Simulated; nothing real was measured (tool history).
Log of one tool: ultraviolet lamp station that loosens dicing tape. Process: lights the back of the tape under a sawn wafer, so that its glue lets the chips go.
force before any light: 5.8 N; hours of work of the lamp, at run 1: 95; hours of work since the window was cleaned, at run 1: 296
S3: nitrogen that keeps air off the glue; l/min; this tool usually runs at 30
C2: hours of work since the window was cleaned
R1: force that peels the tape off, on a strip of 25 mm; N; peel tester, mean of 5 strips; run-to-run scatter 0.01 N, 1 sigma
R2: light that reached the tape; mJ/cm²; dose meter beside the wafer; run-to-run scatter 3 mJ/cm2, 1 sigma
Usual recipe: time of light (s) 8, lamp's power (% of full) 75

Run 1, hour 0.0: usual settings; hours of work of the lamp 95; C2 296. Result: R1 0.520 N, R2 418 mJ/cm².
Run 2, hour 8.8: usual settings but lamp's power (% of full) 64; hours of work of the lamp 101; C2 302. Result: R1 0.672 N, R2 359 mJ/cm².
Run 3, hour 19.1: usual settings; hours of work of the lamp 107; C2 308. Result: R1 0.509 N, R2 417 mJ/cm².
Run 4, hour 25.7: usual settings; hours of work of the lamp 112; C2 313. Result: R1 0.489 N, R2 419 mJ/cm².
Run 5, hour 36.0: usual settings but S3 39 l/min; hours of work of the lamp 119; C2 320. Result: R1 0.451 N, R2 417 mJ/cm².
Run 6, hour 43.1: usual settings but S3 39 l/min; hours of work of the lamp 123; C2 324. Result: R1 0.445 N, R2 417 mJ/cm².
Run 7, hour 50.5: usual settings but S3 39 l/min; hours of work of the lamp 128; C2 329. Result: R1 0.435 N, R2 414 mJ/cm².
Run 8, hour 60.0: usual settings but S3 39 l/min; hours of work of the lamp 134; C2 335. Result: R1 0.458 N, R2 413 mJ/cm².
At hour 61.5: window cleaned of glue's vapour.
Run 9, hour 67.9: usual settings but S3 39 l/min; hours of work of the lamp 139; C2 4. Result: R1 0.470 N, R2 414 mJ/cm².
Run 10, hour 76.5: usual settings but S3 39 l/min; hours of work of the lamp 145; C2 10. Result: R1 0.454 N, R2 414 mJ/cm².
Run 11, hour 83.0: usual settings but S3 39 l/min; hours of work of the lamp 149; C2 14. Result: R1 0.448 N, R2 410 mJ/cm².
Run 12, hour 94.1: usual settings but S3 48 l/min; hours of work of the lamp 157; C2 22. Result: R1 0.403 N, R2 409 mJ/cm².
Run 13, hour 103.9: usual settings but time of light (s) 15, S3 34 l/min; hours of work of the lamp 163; C2 28. Result: R1 0.206 N, R2 777 mJ/cm².
Run 14, hour 110.0: usual settings but time of light (s) 15, S3 34 l/min; hours of work of the lamp 167; C2 32. Result: R1 0.205 N, R2 778 mJ/cm².
At hour 121.1: window cleaned of glue's vapour, once more.
Run 15, hour 121.1: usual settings but S3 54 l/min; hours of work of the lamp 174; C2 0. Result: R1 0.390 N, R2 422 mJ/cm².
Run 16, hour 131.1: usual settings but time of light (s) 12, lamp's power (% of full) 97; hours of work of the lamp 181; C2 7. Result: R1 0.198 N, R2 818 mJ/cm².
Run 17, hour 137.9: usual settings but time of light (s) 4, S3 25 l/min; hours of work of the lamp 185; C2 11. Result: R1 1.625 N, R2 210 mJ/cm².
Run 18, hour 149.1: usual settings but time of light (s) 4, S3 25 l/min; hours of work of the lamp 193; C2 18. Result: R1 1.611 N, R2 207 mJ/cm².

Run 19 has not been measured yet. What should we expect?
Run 19, hour 155.7: usual settings but time of light (s) 5, lamp's power (% of full) 65, S3 25 l/min; hours of work of the lamp 197; C2 23. Result: R1 ?, R2 ?.

{"run 19": {"R1": 1.461, "R2": 227}}
Had the tool carried no hidden state, the very same run would have given R1 1.358 N, R2 240 mJ/cm².
